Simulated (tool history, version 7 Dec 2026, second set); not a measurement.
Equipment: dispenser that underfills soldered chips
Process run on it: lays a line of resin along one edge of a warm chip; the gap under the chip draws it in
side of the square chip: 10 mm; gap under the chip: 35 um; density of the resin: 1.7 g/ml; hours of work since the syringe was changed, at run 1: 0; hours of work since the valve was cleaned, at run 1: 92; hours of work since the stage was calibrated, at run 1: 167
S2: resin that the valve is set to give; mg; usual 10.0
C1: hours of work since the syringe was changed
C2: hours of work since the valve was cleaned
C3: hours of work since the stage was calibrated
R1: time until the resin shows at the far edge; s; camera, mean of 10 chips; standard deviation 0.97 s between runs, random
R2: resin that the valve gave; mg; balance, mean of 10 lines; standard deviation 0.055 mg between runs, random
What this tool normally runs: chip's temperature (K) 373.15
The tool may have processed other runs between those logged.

run 1 day=0.000 | chip's_temperature_(K)=373.15 S2=10.0 | C1=0 C2=92 C3=167 | R1=98.2 R2=9.76
-- day=0.325 new syringe of resin
run 2 day=0.354 | chip's_temperature_(K)=373.15 S2=10.0 | C1=0 C2=97 C3=173 | R1=101.0 R2=9.73
run 3 day=0.583 | chip's_temperature_(K)=373.15 S2=9.1 | C1=4 C2=101 C3=177 | R1=119.7 R2=8.73
-- day=0.679 new syringe of resin
run 4 day=0.962 | chip's_temperature_(K)=373.15 S2=9.1 | C1=5 C2=107 C3=183 | R1=117.8 R2=8.83
-- day=1.042 new syringe of resin
run 5 day=1.354 | chip's_temperature_(K)=374.15 S2=10.0 | C1=5 C2=113 C3=189 | R1=115.7 R2=9.62
-- day=1.396 new syringe of resin
run 6 day=1.558 | chip's_temperature_(K)=373.15 S2=10.4 | C1=3 C2=117 C3=192 | R1=108.7 R2=9.85
-- day=1.750 new syringe of resin
-- day=1.792 dispensing valve cleaned and set on the balance
run 7 day=1.862 | chip's_temperature_(K)=373.15 S2=10.4 | C1=1 C2=1 C3=196 | R1=102.3 R2=10.45
run 8 day=2.050 | chip's_temperature_(K)=373.15 S2=12.5 | C1=4 C2=4 C3=199 | R1=113.6 R2=12.52
-- day=2.154 new syringe of resin
run 9 day=2.292 | chip's_temperature_(K)=362.15 S2=10.0 | C1=2 C2=8 C3=203 | R1=181.8 R2=9.98
-- day=2.512 new syringe of resin
run 10 day=2.683 | chip's_temperature_(K)=362.15 S2=10.0 | C1=3 C2=14 C3=210 | R1=185.5 R2=9.95
-- day=2.888 new syringe of resin
run 11 day=2.892 | chip's_temperature_(K)=362.15 S2=10.0 | C1=0 C2=18 C3=213 | R1=162.5 R2=10.02
run 12 day=3.175 | chip's_temperature_(K)=362.15 S2=10.0 | C1=5 C2=22 C3=217 | R1=198.0 R2=9.83
-- day=3.262 new syringe of resin
run 13 day=3.579 | chip's_temperature_(K)=373.15 S2=10.0 | C1=5 C2=29 C3=224 | R1=119.8 R2=9.84
-- day=3.625 new syringe of resin
run 14 day=3.896 | chip's_temperature_(K)=373.15 S2=10.0 | C1=5 C2=34 C3=229 | R1=113.8 R2=9.96
-- day=3.979 new syringe of resin
run 15 day=4.112 | chip's_temperature_(K)=361.15 S2=8.6 | C1=2 C2=37 C3=232 | R1=200.4 R2=8.50
-- day=4.342 new syringe of resin
run 16 day=4.429 | chip's_temperature_(K)=372.15 S2=11.6 | C1=1 C2=42 C3=237 | R1=108.2 R2=11.33
-- day=4.708 new syringe of resin
run 17 day=4.842 | chip's_temperature_(K)=366.15 S2=9.4 | C1=2 C2=49 C3=244 | R1=152.7 R2=9.24
-- day=5.054 new syringe of resin
run 18 day=5.112 | chip's_temperature_(K)=383.15 S2=9.8 | C1=1 C2=53 C3=248 | R1=66.0 R2=9.59
-- day=5.425 new syringe of resin
run 19 day=5.592 | chip's_temperature_(K)=387.15 S2=9.8 | C1=3 C2=61 C3=256 | R1=60.4 R2=9.58
-- day=5.775 new syringe of resin
run 20 day=6.033 | chip's_temperature_(K)=380.15 S2=10.0 | C1=4 C2=68 C3=263 | R1=84.6 R2=9.75
-- day=6.129 new syringe of resin
run 21 day=6.283 | chip's_temperature_(K)=364.15 S2=12.3 | C1=3 C2=72 C3=267 | R1=163.4 R2=11.96
-- day=6.492 new syringe of resin
run 22 day=6.512 | chip's_temperature_(K)=374.15 S2=11.6 | C1=0 C2=75 C3=271 | R1=94.2 R2=11.34
run 23 day=6.704 | chip's_temperature_(K)=382.15 S2=10.3 | C1=3 C2=79 C3=274 | R1=77.1 R2=10.04
-- day=6.833 new syringe of resin
run 24 day=6.942 | chip's_temperature_(K)=385.15 S2=8.8 | C1=2 C2=82 C3=277 | R1=64.3 R2=8.54
-- day=7.208 new syringe of resin
run 25 day=7.354 | chip's_temperature_(K)=385.15 S2=10.0 | C1=2 C2=89 C3=284 | R1=64.0 R2=9.77

4 options for the next run, each taken on its own from the tool as it stands now. Forecast them:
-- day=7.562 new syringe of resin
run A day=7.754 | chip's_temperature_(K)=364.15 S2=10.0 | C1=3 C2=95 C3=290 | R1=? R2=?
-- day=7.562 new syringe of resin
run B day=7.754 | chip's_temperature_(K)=382.15 S2=12.4 | C1=3 C2=95 C3=290 | R1=? R2=?
-- day=7.562 new syringe of resin
run C day=7.754 | chip's_temperature_(K)=378.15 S2=9.2 | C1=3 C2=95 C3=290 | R1=? R2=?
-- day=7.562 new syringe of resin
run D day=7.754 | chip's_temperature_(K)=380.15 S2=10.0 | C1=3 C2=95 C3=290 | R1=? R2=?

run=A R1=171.1 R2=9.66
run=B R1=74.8 R2=11.99
run=C R1=90.4 R2=8.98
run=D R1=80.9 R2=9.60
With the hidden condition removed and each run's random variation left untouched, the same runs would have given:
run=A R1=139.9 R2=9.99
run=B R1=61.7 R2=12.40
run=C R1=74.2 R2=9.28
run=D R1=66.5 R2=9.93

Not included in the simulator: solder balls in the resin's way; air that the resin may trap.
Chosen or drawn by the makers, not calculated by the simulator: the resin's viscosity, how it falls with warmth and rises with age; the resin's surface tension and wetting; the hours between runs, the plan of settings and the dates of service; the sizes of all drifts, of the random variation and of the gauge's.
